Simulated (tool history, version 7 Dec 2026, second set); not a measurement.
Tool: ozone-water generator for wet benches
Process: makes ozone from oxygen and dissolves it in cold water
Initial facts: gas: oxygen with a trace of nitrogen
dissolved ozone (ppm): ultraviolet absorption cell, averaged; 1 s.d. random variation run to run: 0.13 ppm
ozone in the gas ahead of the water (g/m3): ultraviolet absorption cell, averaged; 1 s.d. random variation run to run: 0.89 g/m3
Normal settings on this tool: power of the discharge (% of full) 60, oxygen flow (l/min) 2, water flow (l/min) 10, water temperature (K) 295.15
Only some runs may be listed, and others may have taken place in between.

run	hour	power of the discharge (% of full)	oxygen flow (l/min)	water flow (l/min)	water temperature (K)	dissolved ozone (ppm)	ozone in the gas ahead of the water (g/m3)
1	0	60	2	10	295.15	13.2	141
2	42.3	60	2	10	295.15	13.1	142
3	85.4	60	3.28	10	295.15	12.6	105.3
4	107.8	60	2	9	295.15	14.2	141.6
5	147.8	60	2	9	295.15	14	142.7
6	172.5	60	2	10	301.15	12	141.4
7	193	60	2	10	301.15	12	141.7
8	219.9	60	2	10	301.15	11.8	141.7

For run 9, what comes out?
9	256.6	58	2.82	13	303.15	?	?

dissolved ozone (ppm): 8.9
ozone in the gas ahead of the water (g/m3): 112.6
Without the tool's hidden state the same run would have given dissolved ozone (ppm) 9.6, ozone in the gas ahead of the water (g/m3) 117.1.

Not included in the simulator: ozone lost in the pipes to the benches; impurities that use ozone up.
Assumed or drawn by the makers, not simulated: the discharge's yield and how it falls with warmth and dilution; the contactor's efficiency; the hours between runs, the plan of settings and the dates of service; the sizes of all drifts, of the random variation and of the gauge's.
